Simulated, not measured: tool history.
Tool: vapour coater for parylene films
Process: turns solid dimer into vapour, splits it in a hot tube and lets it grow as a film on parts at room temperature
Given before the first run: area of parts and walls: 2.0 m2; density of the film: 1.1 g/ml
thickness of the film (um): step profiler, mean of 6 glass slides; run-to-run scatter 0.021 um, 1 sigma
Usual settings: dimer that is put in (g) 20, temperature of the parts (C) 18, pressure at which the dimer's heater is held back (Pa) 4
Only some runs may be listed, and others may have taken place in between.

run	hour	dimer that is put in (g)	temperature of the parts (C)	pressure at which the dimer's heater is held back (Pa)	thickness of the film (um)
1	0	20	18	4	4.72
2	11.3	20	18	4	4.72
3	28.8	20	18	4	4.7
4	50.7	20	18	4	4.71
5	71.3	20	18	4	4.72
6	83.3	20	26	4	3.98
7	100	20	18	4	4.71
# hour 106.3: trap's valve overhauled
8	123.6	20	18	4	4.64
9	139	13	18	4	3.01
10	152.3	13	18	4	3.02
11	171.8	13	18	4	3.02
12	194.3	31	20	3.51	6.95
13	217.6	20	13	10.46	4.67
14	232.6	16	22	10.46	3.07
# hour 237.8: trap's valve overhauled, once more
15	250	16	22	10.46	3.26
16	270	17	10	2.53	5.02
17	291.6	17	10	2.53	5.04
18	306.5	8	13	7.12	2.04
19	321.1	12	12	4	3.27

Selected run-to-run steps in thickness of the film (um), each split into two signed amounts: the part the tool would show with no hidden state at all (from settings, incoming material and random variation), and the remainder, which goes to the hidden state together with any gauge scatter not common to the measured and the hidden-state-free results:
What the log doesn't record here: vapour lost through the trap's worn valve, %; true temperature of the parts over the reading, C; drift of the gauge itself on film_um, %.
Run 11 -> 12: dimer that is put in (g) 13 -> 31, temperature of the parts (C) 18 -> 20, pressure at which the dimer's heater is held back (Pa) 4 -> 3.51. thickness of the film (um) +3.93: hidden state -0.26, all else +4.19.
